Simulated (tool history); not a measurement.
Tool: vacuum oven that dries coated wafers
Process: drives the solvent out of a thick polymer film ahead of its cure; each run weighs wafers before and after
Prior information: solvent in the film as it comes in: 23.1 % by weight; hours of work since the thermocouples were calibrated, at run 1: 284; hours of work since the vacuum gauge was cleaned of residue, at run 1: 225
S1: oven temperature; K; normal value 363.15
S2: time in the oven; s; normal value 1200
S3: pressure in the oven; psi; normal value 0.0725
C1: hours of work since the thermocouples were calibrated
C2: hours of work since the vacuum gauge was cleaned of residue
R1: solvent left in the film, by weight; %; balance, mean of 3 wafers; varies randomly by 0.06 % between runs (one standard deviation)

run	hour	S1	S2	S3	C1	C2	R1
1	0.0	363.15	1200	0.0725	284	225	3.16
2	15.7	363.15	1200	0.1334	293	234	3.31
3	29.1	363.15	1320	0.1334	301	242	2.77
4	43.3	363.15	1200	0.0725	310	251	3.10
5	56.1	363.15	1200	0.0725	318	258	3.02
6	66.5	361.15	1200	0.0725	324	265	3.88
7	77.0	363.15	1200	0.0725	330	271	2.98
8	87.5	363.15	840	0.0725	337	277	5.04
9	99.4	363.15	840	0.0725	344	285	5.06
10	112.7	363.15	660	0.0725	352	293	6.92
11	128.6	363.15	720	0.0725	361	302	6.24
12	141.9	363.15	720	0.0725	370	310	6.19
13	156.3	363.15	720	0.0725	378	319	6.07
14	173.8	363.15	720	0.0725	389	329	6.11
# hour 177.1: oven's thermocouples calibrated
15	192.5	363.15	720	0.0725	9	340	6.01
16	203.6	363.15	720	0.0725	16	346	5.89
17	220.5	358.15	720	0.0725	26	356	8.21
18	236.8	361.15	1200	0.0725	36	366	3.54
19	244.7	361.15	1200	0.0725	41	371	3.58
# hour 258.2: oven's thermocouples calibrated, once more
20	259.0	363.15	1200	0.0725	0	378	3.43
21	276.1	363.15	1200	0.0725	11	389	3.57
22	287.4	363.15	1020	0.0725	18	396	4.39
23	298.3	363.15	1200	0.0725	24	402	3.47
24	313.3	363.15	600	0.0725	33	411	8.12
25	327.0	364.15	600	0.1317	42	420	7.57
26	334.8	364.15	600	0.1317	46	424	7.65
27	353.1	363.15	1260	0.0725	57	435	3.28
28	364.9	363.15	1260	0.0725	64	442	3.18
29	382.8	363.15	1260	0.0725	75	453	3.17
30	398.6	363.15	1200	0.1355	85	463	3.55
31	410.9	361.15	900	0.0725	92	470	6.02
32	423.6	353.15	1140	0.0725	100	478	7.98
33	435.8	353.15	1140	0.0725	107	485	8.12
34	449.9	363.15	780	0.1279	116	494	6.18
35	466.2	363.15	780	0.1279	126	504	6.29
36	483.6	363.15	1380	0.1463	136	514	2.90
37	501.4	363.15	900	0.0367	147	525	5.05
38	516.6	363.15	900	0.0367	156	534	5.06
39	525.2	359.15	1200	0.1458	161	539	5.14
40	537.8	361.15	960	0.0426	169	547	5.61
41	546.4	361.15	960	0.0426	174	552	5.49
42	564.7	361.15	960	0.0426	185	563	5.66
43	574.0	363.15	1500	0.1746	191	569	2.66
44	583.6	363.15	1500	0.1746	196	574	2.69
45	600.3	375.15	960	0.0725	206	584	1.22
46	614.2	355.15	1020	0.0725	215	593	7.81
47	626.1	355.15	1020	0.0725	222	600	7.76

What differs in the tool's unlogged condition from the final listed run ahead of each entry between runs to the first listed run following it?
In the gap between runs 14 and 15: oven's thermocouples calibrated (hour 177.1)
  true wafer temperature over the reading, C: 1.14 -> 1.49; true pressure over the reading, kPa: 0.032 -> 0.034
  the result without the hidden state subtracted from the measured one, R1: -0.48 -> -0.63 %
In the gap between runs 19 and 20: oven's thermocouples calibrated, once more (hour 258.2)
  true wafer temperature over the reading, C: 1.54 -> -0.24; true pressure over the reading, kPa: 0.038 -> 0.039
  the result without the hidden state subtracted from the measured one, R1: -0.56 -> +0.10 %

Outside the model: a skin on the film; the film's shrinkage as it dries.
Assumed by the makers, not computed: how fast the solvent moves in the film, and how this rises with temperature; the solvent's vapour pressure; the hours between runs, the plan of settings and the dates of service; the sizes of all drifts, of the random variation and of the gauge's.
